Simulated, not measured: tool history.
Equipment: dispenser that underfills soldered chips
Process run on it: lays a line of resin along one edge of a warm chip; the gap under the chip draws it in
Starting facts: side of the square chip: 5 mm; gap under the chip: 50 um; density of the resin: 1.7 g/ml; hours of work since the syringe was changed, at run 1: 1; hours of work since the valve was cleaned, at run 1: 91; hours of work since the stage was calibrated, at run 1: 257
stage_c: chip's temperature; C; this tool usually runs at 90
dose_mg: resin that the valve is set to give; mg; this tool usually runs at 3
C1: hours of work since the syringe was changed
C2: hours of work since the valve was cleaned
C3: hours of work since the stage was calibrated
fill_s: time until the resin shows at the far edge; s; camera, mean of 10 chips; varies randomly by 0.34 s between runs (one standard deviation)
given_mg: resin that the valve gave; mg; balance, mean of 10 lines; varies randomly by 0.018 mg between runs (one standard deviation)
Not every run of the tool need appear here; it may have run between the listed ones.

{"run": 1, "hour": 0.0, "stage_c": 90, "dose_mg": 3, "C1": 1, "C2": 91, "C3": 257, "fill_s": 19.6, "given_mg": 2.78}
{"hour": 11.0, "done": "new syringe of resin"}
{"run": 2, "hour": 11.0, "stage_c": 79, "dose_mg": 3, "C1": 0, "C2": 99, "C3": 265, "fill_s": 28.6, "given_mg": 2.75}
{"run": 3, "hour": 21.9, "stage_c": 79, "dose_mg": 3, "C1": 8, "C2": 107, "C3": 273, "fill_s": 50.4, "given_mg": 2.73}
{"hour": 23.6, "done": "new syringe of resin"}
{"run": 4, "hour": 28.4, "stage_c": 79, "dose_mg": 3, "C1": 4, "C2": 111, "C3": 278, "fill_s": 36.1, "given_mg": 2.72}
{"hour": 35.8, "done": "new syringe of resin"}
{"run": 5, "hour": 35.8, "stage_c": 79, "dose_mg": 3, "C1": 0, "C2": 117, "C3": 283, "fill_s": 27.8, "given_mg": 2.72}
{"run": 6, "hour": 42.0, "stage_c": 90, "dose_mg": 3.54, "C1": 5, "C2": 121, "C3": 287, "fill_s": 23.8, "given_mg": 3.19}
{"hour": 48.8, "done": "new syringe of resin"}
{"run": 7, "hour": 52.4, "stage_c": 90, "dose_mg": 3.54, "C1": 3, "C2": 129, "C3": 295, "fill_s": 21.5, "given_mg": 3.17}
{"run": 8, "hour": 59.4, "stage_c": 90, "dose_mg": 3.54, "C1": 8, "C2": 134, "C3": 300, "fill_s": 31, "given_mg": 3.12}
{"hour": 61.5, "done": "new syringe of resin"}
{"run": 9, "hour": 65.0, "stage_c": 104, "dose_mg": 3.03, "C1": 3, "C2": 138, "C3": 304, "fill_s": 12.7, "given_mg": 2.69}
{"run": 10, "hour": 72.3, "stage_c": 84, "dose_mg": 3.22, "C1": 8, "C2": 143, "C3": 309, "fill_s": 40.9, "given_mg": 2.85}
{"hour": 74.1, "done": "new syringe of resin"}
{"hour": 80.7, "done": "dispensing valve cleaned and set on the balance"}
{"run": 11, "hour": 81.9, "stage_c": 83, "dose_mg": 3.45, "C1": 5, "C2": 1, "C3": 316, "fill_s": 33.8, "given_mg": 3.44}
{"hour": 87.5, "done": "new syringe of resin"}
{"run": 12, "hour": 89.2, "stage_c": 83, "dose_mg": 3.45, "C1": 1, "C2": 6, "C3": 321, "fill_s": 24.9, "given_mg": 3.44}

What if the next run were any one of these 3? Each begins from the tool's condition after run 12:
{"run": "A", "hour": 94.7, "stage_c": 83, "dose_mg": 2.65, "C1": 5, "C2": 10, "C3": 325, "fill_s": "?", "given_mg": "?"}
{"run": "B", "hour": 94.7, "stage_c": 100, "dose_mg": 3, "C1": 5, "C2": 10, "C3": 325, "fill_s": "?", "given_mg": "?"}
{"run": "C", "hour": 94.7, "stage_c": 79, "dose_mg": 3.72, "C1": 5, "C2": 10, "C3": 325, "fill_s": "?", "given_mg": "?"}

run=A fill_s=35 given_mg=2.62
run=B fill_s=17.8 given_mg=2.97
run=C fill_s=39.8 given_mg=3.69
Without the tool's unlogged condition, the same runs would have read:
run=A fill_s=22.4 given_mg=2.64
run=B fill_s=11.7 given_mg=3
run=C fill_s=25.6 given_mg=3.72
